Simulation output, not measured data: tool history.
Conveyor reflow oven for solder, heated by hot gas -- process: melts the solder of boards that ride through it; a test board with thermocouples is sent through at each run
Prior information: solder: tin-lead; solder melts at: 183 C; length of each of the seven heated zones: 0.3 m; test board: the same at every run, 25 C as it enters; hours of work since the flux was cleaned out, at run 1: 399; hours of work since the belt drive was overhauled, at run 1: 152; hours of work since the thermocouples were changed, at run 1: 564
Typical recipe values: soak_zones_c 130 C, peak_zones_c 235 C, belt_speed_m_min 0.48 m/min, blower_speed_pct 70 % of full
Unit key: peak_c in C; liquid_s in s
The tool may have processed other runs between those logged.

run   hour  soak_zones_c  peak_zones_c  belt_speed_m_min  blower_speed_pct  hours of work since the flux was cleaned out  hours of work since the belt drive was overhauled  hours of work since the thermocouples were changed  peak_c  liquid_s
  1      0           130           235              0.48                70                                           399                                                152                                                 564  219.58     55.71
  2   12.6           130           235              0.48                70                                           407                                                159                                                 572  219.54     55.68
        19  -- flux residue cleaned out of gas plates and filters
  3   34.4           130           235              0.48                70                                             9                                                170                                                 582   222.2     58.01
  4   42.8           130           235              0.48                70                                            15                                                175                                                 588  222.19     57.98
  5   53.1           130           242              0.48                70                                            21                                                181                                                 594  228.66     61.84
  6   65.7           130           235              0.48                61                                            29                                                189                                                 602     220     56.04
  7   80.1           120           235              0.48                70                                            37                                                198                                                 610  220.66     54.15
  8   96.5           120           235              0.48                70                                            47                                                208                                                 620  220.63     54.21
  9  104.2           120           235              0.48                70                                            52                                                213                                                 625  220.67     54.24
 10  115.4           136           235              0.48                70                                            59                                                219                                                 632  222.93     60.33
 11  130.3           130           235              0.48                70                                            68                                                229                                                 641  222.02     57.99
 12  137.8           130           225              0.48                70                                            73                                                233                                                 646  213.05     51.46
 13  146.2           130           225              0.48                70                                            78                                                238                                                 651  212.95     51.37
 14    154           137           235              0.48                70                                            83                                                243                                                 656  222.95     60.67
     163.6  -- thermocouples of zones 6 and 7 changed
 15  172.2           131           235              0.48                70                                            93                                                253                                                   5  220.41     57.15
 16  179.5           123           235             0.408                70                                            97                                                258                                                  10  224.13      68.6
 17  193.1           118           248             0.401                70                                           105                                                266                                                  18  236.39     75.92
 18  202.1           118           248             0.401                70                                           111                                                271                                                  24  236.32     75.92
 19  209.2           118           248             0.401                70                                           115                                                276                                                  28  236.33     75.92
 20  222.2           118           248             0.401                70                                           123                                                284                                                  36  236.29     75.97
 21  238.1           118           248             0.401                70                                           133                                                293                                                  46  236.21     75.92
 22  248.5           118           248             0.401                70                                           139                                                300                                                  52   236.3     75.79
 23  262.8           130           224              0.48                56                                           148                                                309                                                  61  207.05     44.64
 24  275.3           130           224              0.48                56                                           156                                                316                                                  68  206.77     44.52
 25  289.7           137           235             0.396                70                                           165                                                325                                                  77  226.14     77.02
 26  298.1           137           235             0.396                70                                           170                                                330                                                  82  226.18     76.99
 27  309.5           137           235             0.396                70                                           177                                                337                                                  89   226.1     76.93
 28  322.7           134           250             0.506                50                                           185                                                345                                                  98  226.19     57.83
 29  333.6           130           229              0.48                70                                           192                                                352                                                 104  214.61     52.62
 30  344.9           130           229             0.502                70                                           199                                                359                                                 111  213.08     48.92

3 ways to go on from here, each from the tool as it stands after run 30. What would each give?
  A  361.1           128           229             0.509                59                                           208                                                369                                                 121       ?         ?
  B  361.1           117           243             0.532                70                                           208                                                369                                                 121       ?         ?
  C  361.1           131           224              0.48                62                                           208                                                369                                                 121       ?         ?

run  peak_c  liquid_s
  A  209.62     43.49
  B   221.1     47.75
  C  208.53     46.98
Without the tool's unlogged condition, the same runs would have read:
run  peak_c  liquid_s
  A  210.64     44.39
  B  222.51     48.52
  C  209.43     47.89
